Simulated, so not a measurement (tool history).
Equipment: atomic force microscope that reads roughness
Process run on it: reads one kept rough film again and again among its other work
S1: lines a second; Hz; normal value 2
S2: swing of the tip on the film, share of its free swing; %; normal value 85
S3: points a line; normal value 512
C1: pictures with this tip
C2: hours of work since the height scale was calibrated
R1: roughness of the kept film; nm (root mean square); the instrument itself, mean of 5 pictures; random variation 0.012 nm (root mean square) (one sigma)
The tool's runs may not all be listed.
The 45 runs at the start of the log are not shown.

| run | hour | S1 | S2 | S3 | C1 | C2 | R1 |
|---|---|---|---|---|---|---|---|
| 46 | 505.8 | 2 | 71 | 388 | 133 | 738 | 3.138 |
| 47 | 513 | 2 | 71 | 388 | 142 | 742 | 3.113 |
| 48 | 526.6 | 1.13 | 75 | 512 | 158 | 751 | 3.239 |
| 49 | 540.3 | 1.13 | 75 | 512 | 174 | 760 | 3.22 |
| 50 | 549.8 | 2 | 69 | 512 | 186 | 767 | 3.155 |
| 51 | 564.1 | 2 | 88 | 273 | 203 | 776 | 2.759 |
| 52 | 573.2 | 2 | 88 | 273 | 214 | 782 | 2.759 |
| 53 | 583.2 | 0.58 | 88 | 273 | 226 | 788 | 3.165 |
| 54 | 594.6 | 1.75 | 88 | 653 | 239 | 796 | 2.914 |

What if the next run were any one of these 3? Each begins from the tool's condition after run 54:
| A | 604.1 | 3.93 | 86 | 535 | 251 | 802 | ? |
| B | 604.1 | 1.35 | 58 | 653 | 251 | 802 | ? |
| C | 604.1 | 1.1 | 72 | 517 | 251 | 802 | ? |

| run | R1 |
|---|---|
| A | 2.469 |
| B | 3.338 |
| C | 3.253 |
With the hidden condition removed and each run's random variation left untouched, the same runs would have given:
| run | R1 |
|---|---|
| A | 2.472 |
| B | 3.343 |
| C | 3.258 |
